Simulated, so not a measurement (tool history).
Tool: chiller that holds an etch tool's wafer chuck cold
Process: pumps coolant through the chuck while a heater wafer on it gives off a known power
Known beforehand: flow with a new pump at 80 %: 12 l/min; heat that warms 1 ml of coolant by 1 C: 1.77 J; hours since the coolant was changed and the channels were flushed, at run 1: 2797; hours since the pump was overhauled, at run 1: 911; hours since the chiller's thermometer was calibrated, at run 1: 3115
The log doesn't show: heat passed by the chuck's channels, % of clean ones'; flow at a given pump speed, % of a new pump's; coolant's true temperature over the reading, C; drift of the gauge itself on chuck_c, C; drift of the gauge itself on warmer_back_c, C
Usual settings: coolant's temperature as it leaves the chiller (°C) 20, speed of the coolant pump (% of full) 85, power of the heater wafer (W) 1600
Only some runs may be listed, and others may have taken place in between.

run,hour,coolant's temperature as it leaves the chiller (°C),speed of the coolant pump (% of full),power of the heater wafer (W),hours since the coolant was changed and the channels were flushed,hours since the pump was overhauled,hours since the chiller's thermometer was calibrated,chuck's temperature once it has settled (°C),how much warmer the coolant comes back (C)
1,0.0,20,85,1600,2797,911,3115,34.3,4.29
2,29.3,20,69,1600,2826,940,3144,37.0,5.39
3,58.8,20,69,1600,2855,970,3174,36.8,5.45
4,89.5,20,69,1600,2886,1001,3204,36.8,5.37
5,117.6,20,69,1600,2914,1029,3232,37.2,5.35
6,141.3,20,69,1600,2938,1052,3256,37.0,5.41
7,167.2,20,85,2013,2964,1078,3282,38.2,5.39
# hour 175.6: coolant pump overhauled
8,194.9,20,85,1600,2986,19,3305,34.6,4.33
9,217.8,20,85,1600,3009,42,3328,34.4,4.30
10,248.0,20,85,1600,3040,72,3358,34.4,4.32
11,269.6,20,85,1600,3061,94,3379,34.7,4.29
12,313.2,20,85,1600,3105,138,3423,34.6,4.29
13,347.6,20,79,840,3139,172,3457,28.2,2.48
14,368.9,20,75,1223,3160,193,3479,32.3,3.77
15,404.0,22,83,1943,3196,228,3514,40.1,5.43
# hour 421.6: coolant pump overhauled, once more
16,455.9,20,92,920,3242,34,3561,28.0,2.21
17,490.3,20,69,1841,3277,69,3595,39.4,6.08
18,509.8,12,84,1147,3296,88,3615,22.5,3.01
19,536.5,12,84,1147,3323,115,3641,22.4,3.05
20,567.4,12,84,1147,3354,146,3672,22.5,3.06
21,605.6,30,85,971,3392,184,3710,39.0,2.52
22,628.2,20,76,1751,3415,207,3733,37.1,5.20
23,671.3,18,76,1751,3458,250,3776,35.4,5.24
24,709.0,14,76,1751,3496,287,3814,31.3,5.22

4 ways to go on from here, each from the tool as it stands after run 24. What would each give?
A,731.4,20,72,1436,3518,310,3836,?,?
B,731.4,15,85,1600,3518,310,3836,?,?
C,731.4,10,85,1600,3518,310,3836,?,?
D,731.4,21,85,2267,3518,310,3836,?,?

run,chuck's temperature once it has settled (°C),how much warmer the coolant comes back (C)
A,34.8,4.55
B,29.5,4.24
C,24.6,4.24
D,41.4,5.95
What these runs would have given with no unlogged condition in the tool:
run,chuck's temperature once it has settled (°C),how much warmer the coolant comes back (C)
A,33.9,4.54
B,28.7,4.23
C,23.7,4.23
D,40.2,5.94
